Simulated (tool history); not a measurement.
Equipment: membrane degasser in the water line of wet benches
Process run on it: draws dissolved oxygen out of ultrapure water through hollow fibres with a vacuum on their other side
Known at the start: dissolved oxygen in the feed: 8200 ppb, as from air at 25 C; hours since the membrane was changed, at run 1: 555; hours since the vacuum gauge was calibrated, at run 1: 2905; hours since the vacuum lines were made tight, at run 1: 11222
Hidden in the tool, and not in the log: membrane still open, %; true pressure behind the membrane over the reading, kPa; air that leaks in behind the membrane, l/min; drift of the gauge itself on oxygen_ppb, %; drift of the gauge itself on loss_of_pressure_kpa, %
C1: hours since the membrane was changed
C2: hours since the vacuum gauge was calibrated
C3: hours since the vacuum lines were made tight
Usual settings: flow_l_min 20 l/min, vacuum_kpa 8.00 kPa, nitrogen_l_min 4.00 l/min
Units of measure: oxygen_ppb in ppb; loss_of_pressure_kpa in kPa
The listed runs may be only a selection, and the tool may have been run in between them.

run 1 hour=0.0 | flow_l_min=20 vacuum_kpa=8.00 nitrogen_l_min=4.00 | C1=555 C2=2905 C3=11222 | oxygen_ppb=91.0 loss_of_pressure_kpa=38.38
run 2 hour=95.2 | flow_l_min=20 vacuum_kpa=8.00 nitrogen_l_min=4.00 | C1=650 C2=3000 C3=11317 | oxygen_ppb=89.4 loss_of_pressure_kpa=38.39
run 3 hour=188.0 | flow_l_min=28 vacuum_kpa=8.00 nitrogen_l_min=4.00 | C1=743 C2=3093 C3=11410 | oxygen_ppb=172.6 loss_of_pressure_kpa=53.72
run 4 hour=270.3 | flow_l_min=28 vacuum_kpa=8.00 nitrogen_l_min=4.00 | C1=825 C2=3176 C3=11492 | oxygen_ppb=169.9 loss_of_pressure_kpa=53.40
run 5 hour=392.6 | flow_l_min=28 vacuum_kpa=8.00 nitrogen_l_min=4.00 | C1=948 C2=3298 C3=11615 | oxygen_ppb=171.7 loss_of_pressure_kpa=53.39
run 6 hour=467.6 | flow_l_min=28 vacuum_kpa=8.00 nitrogen_l_min=4.00 | C1=1023 C2=3373 C3=11690 | oxygen_ppb=173.3 loss_of_pressure_kpa=53.91
run 7 hour=583.7 | flow_l_min=20 vacuum_kpa=8.00 nitrogen_l_min=4.00 | C1=1139 C2=3489 C3=11806 | oxygen_ppb=93.0 loss_of_pressure_kpa=38.54
run 8 hour=642.5 | flow_l_min=20 vacuum_kpa=8.00 nitrogen_l_min=4.00 | C1=1197 C2=3548 C3=11865 | oxygen_ppb=92.4 loss_of_pressure_kpa=38.58
run 9 hour=766.8 | flow_l_min=20 vacuum_kpa=8.00 nitrogen_l_min=4.00 | C1=1322 C2=3672 C3=11989 | oxygen_ppb=92.1 loss_of_pressure_kpa=38.38
run 10 hour=821.8 | flow_l_min=20 vacuum_kpa=8.00 nitrogen_l_min=4.00 | C1=1377 C2=3727 C3=12044 | oxygen_ppb=93.0 loss_of_pressure_kpa=38.39
run 11 hour=900.2 | flow_l_min=20 vacuum_kpa=8.00 nitrogen_l_min=4.00 | C1=1455 C2=3806 C3=12122 | oxygen_ppb=93.4 loss_of_pressure_kpa=38.51
run 12 hour=1005.5 | flow_l_min=20 vacuum_kpa=8.00 nitrogen_l_min=4.00 | C1=1560 C2=3911 C3=12228 | oxygen_ppb=93.0 loss_of_pressure_kpa=38.17
run 13 hour=1109.0 | flow_l_min=18 vacuum_kpa=8.00 nitrogen_l_min=4.00 | C1=1664 C2=4014 C3=12331 | oxygen_ppb=76.9 loss_of_pressure_kpa=34.49
run 14 hour=1173.0 | flow_l_min=18 vacuum_kpa=8.00 nitrogen_l_min=3.00 | C1=1728 C2=4078 C3=12395 | oxygen_ppb=95.9 loss_of_pressure_kpa=34.56
run 15 hour=1253.6 | flow_l_min=20 vacuum_kpa=8.00 nitrogen_l_min=4.00 | C1=1809 C2=4159 C3=12476 | oxygen_ppb=92.8 loss_of_pressure_kpa=38.69
run 16 hour=1309.6 | flow_l_min=20 vacuum_kpa=8.00 nitrogen_l_min=4.00 | C1=1865 C2=4215 C3=12532 | oxygen_ppb=93.6 loss_of_pressure_kpa=38.38
-- hour=1319.4 vacuum gauge calibrated
run 17 hour=1426.0 | flow_l_min=22 vacuum_kpa=7.12 nitrogen_l_min=6.45 | C1=1980 C2=107 C3=12648 | oxygen_ppb=77.9 loss_of_pressure_kpa=42.51
run 18 hour=1516.5 | flow_l_min=22 vacuum_kpa=7.12 nitrogen_l_min=6.45 | C1=2071 C2=197 C3=12738 | oxygen_ppb=76.6 loss_of_pressure_kpa=42.60
run 19 hour=1606.5 | flow_l_min=17 vacuum_kpa=8.00 nitrogen_l_min=4.67 | C1=2161 C2=287 C3=12828 | oxygen_ppb=65.1 loss_of_pressure_kpa=32.41
-- hour=1634.3 vacuum gauge calibrated, once more
run 20 hour=1732.5 | flow_l_min=14 vacuum_kpa=4.91 nitrogen_l_min=4.00 | C1=2286 C2=98 C3=12954 | oxygen_ppb=23.6 loss_of_pressure_kpa=26.87
run 21 hour=1830.6 | flow_l_min=16 vacuum_kpa=4.91 nitrogen_l_min=7.16 | C1=2384 C2=196 C3=13052 | oxygen_ppb=24.1 loss_of_pressure_kpa=31.06
run 22 hour=1964.2 | flow_l_min=28 vacuum_kpa=11.34 nitrogen_l_min=2.20 | C1=2518 C2=330 C3=13185 | oxygen_ppb=326.8 loss_of_pressure_kpa=53.69
-- hour=2072.4 seals of the vacuum lines changed
run 23 hour=2090.9 | flow_l_min=13 vacuum_kpa=5.84 nitrogen_l_min=5.59 | C1=2643 C2=455 C3=18 | oxygen_ppb=20.5 loss_of_pressure_kpa=25.04
run 24 hour=2151.5 | flow_l_min=13 vacuum_kpa=5.84 nitrogen_l_min=5.59 | C1=2703 C2=515 C3=79 | oxygen_ppb=21.1 loss_of_pressure_kpa=24.86

What does the tool deliver on the next run?
run 25 hour=2276.0 | flow_l_min=17 vacuum_kpa=8.00 nitrogen_l_min=4.73 | C1=2828 C2=640 C3=204 | oxygen_ppb=? loss_of_pressure_kpa=?

oxygen_ppb: 59.9 ppb
loss_of_pressure_kpa: 33.03 kPa
With no hidden state in the tool, this same run would have given oxygen_ppb 58.6 ppb, loss_of_pressure_kpa 32.74 kPa.
